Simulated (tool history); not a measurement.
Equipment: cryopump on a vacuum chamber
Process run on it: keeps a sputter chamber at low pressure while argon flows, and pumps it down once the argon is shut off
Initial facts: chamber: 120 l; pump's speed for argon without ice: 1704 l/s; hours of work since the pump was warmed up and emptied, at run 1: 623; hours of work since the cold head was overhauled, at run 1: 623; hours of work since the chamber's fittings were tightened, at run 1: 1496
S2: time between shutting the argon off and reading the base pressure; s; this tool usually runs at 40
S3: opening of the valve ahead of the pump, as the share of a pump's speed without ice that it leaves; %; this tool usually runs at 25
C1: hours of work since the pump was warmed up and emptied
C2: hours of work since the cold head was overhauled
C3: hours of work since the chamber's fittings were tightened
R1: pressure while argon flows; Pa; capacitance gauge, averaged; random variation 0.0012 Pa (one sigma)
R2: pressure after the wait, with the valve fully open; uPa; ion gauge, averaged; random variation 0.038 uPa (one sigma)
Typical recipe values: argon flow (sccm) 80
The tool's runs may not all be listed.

{"run": 1, "hour": 0.0, "argon flow (sccm)": 80, "S2": 40, "S3": 25, "C1": 623, "C2": 623, "C3": 1496, "R1": 0.3265, "R2": 3.46}
{"run": 2, "hour": 32.0, "argon flow (sccm)": 80, "S2": 40, "S3": 25, "C1": 639, "C2": 639, "C3": 1512, "R1": 0.3255, "R2": 3.3}
{"run": 3, "hour": 55.0, "argon flow (sccm)": 80, "S2": 40, "S3": 25, "C1": 651, "C2": 651, "C3": 1524, "R1": 0.3273, "R2": 3.49}
{"run": 4, "hour": 76.9, "argon flow (sccm)": 80, "S2": 40, "S3": 25, "C1": 662, "C2": 662, "C3": 1535, "R1": 0.3272, "R2": 3.35}
{"run": 5, "hour": 112.7, "argon flow (sccm)": 80, "S2": 40, "S3": 25, "C1": 680, "C2": 680, "C3": 1553, "R1": 0.3269, "R2": 3.52}
{"run": 6, "hour": 144.7, "argon flow (sccm)": 80, "S2": 40, "S3": 25, "C1": 696, "C2": 696, "C3": 1569, "R1": 0.3247, "R2": 3.5}
{"run": 7, "hour": 180.7, "argon flow (sccm)": 80, "S2": 40, "S3": 25, "C1": 714, "C2": 714, "C3": 1587, "R1": 0.3265, "R2": 3.46}
{"run": 8, "hour": 208.6, "argon flow (sccm)": 158, "S2": 40, "S3": 25, "C1": 728, "C2": 728, "C3": 1601, "R1": 0.6419, "R2": 3.38}
{"run": 9, "hour": 243.5, "argon flow (sccm)": 158, "S2": 40, "S3": 25, "C1": 745, "C2": 745, "C3": 1618, "R1": 0.6409, "R2": 3.55}
{"run": 10, "hour": 261.3, "argon flow (sccm)": 80, "S2": 116, "S3": 25, "C1": 754, "C2": 754, "C3": 1627, "R1": 0.3284, "R2": 2.22}
{"run": 11, "hour": 289.5, "argon flow (sccm)": 80, "S2": 40, "S3": 25, "C1": 768, "C2": 768, "C3": 1642, "R1": 0.3284, "R2": 3.5}
{"run": 12, "hour": 317.4, "argon flow (sccm)": 80, "S2": 40, "S3": 25, "C1": 782, "C2": 782, "C3": 1656, "R1": 0.325, "R2": 3.63}
{"run": 13, "hour": 335.9, "argon flow (sccm)": 80, "S2": 40, "S3": 22, "C1": 792, "C2": 792, "C3": 1665, "R1": 0.3693, "R2": 3.68}
{"run": 14, "hour": 370.6, "argon flow (sccm)": 80, "S2": 40, "S3": 48, "C1": 809, "C2": 809, "C3": 1682, "R1": 0.1755, "R2": 3.63}
{"run": 15, "hour": 396.4, "argon flow (sccm)": 80, "S2": 40, "S3": 48, "C1": 822, "C2": 822, "C3": 1695, "R1": 0.1764, "R2": 3.6}
{"run": 16, "hour": 425.1, "argon flow (sccm)": 93, "S2": 213, "S3": 18, "C1": 836, "C2": 836, "C3": 1709, "R1": 0.5261, "R2": 1.99}
{"run": 17, "hour": 452.3, "argon flow (sccm)": 93, "S2": 174, "S3": 23, "C1": 850, "C2": 850, "C3": 1723, "R1": 0.4113, "R2": 2.1}
{"run": 18, "hour": 486.2, "argon flow (sccm)": 62, "S2": 174, "S3": 51, "C1": 867, "C2": 867, "C3": 1740, "R1": 0.1299, "R2": 2.13}

Run 19 has not been measured yet. What should we expect?
{"run": 19, "hour": 519.3, "argon flow (sccm)": 62, "S2": 166, "S3": 36, "C1": 883, "C2": 883, "C3": 1757, "R1": "?", "R2": "?"}

Logged for run 19: R1 0.1794 Pa, R2 2.11 uPa.
If the tool had no hidden condition, the same run with the same run-to-run variation would have returned R1 0.1707 Pa, R2 0.67 uPa.
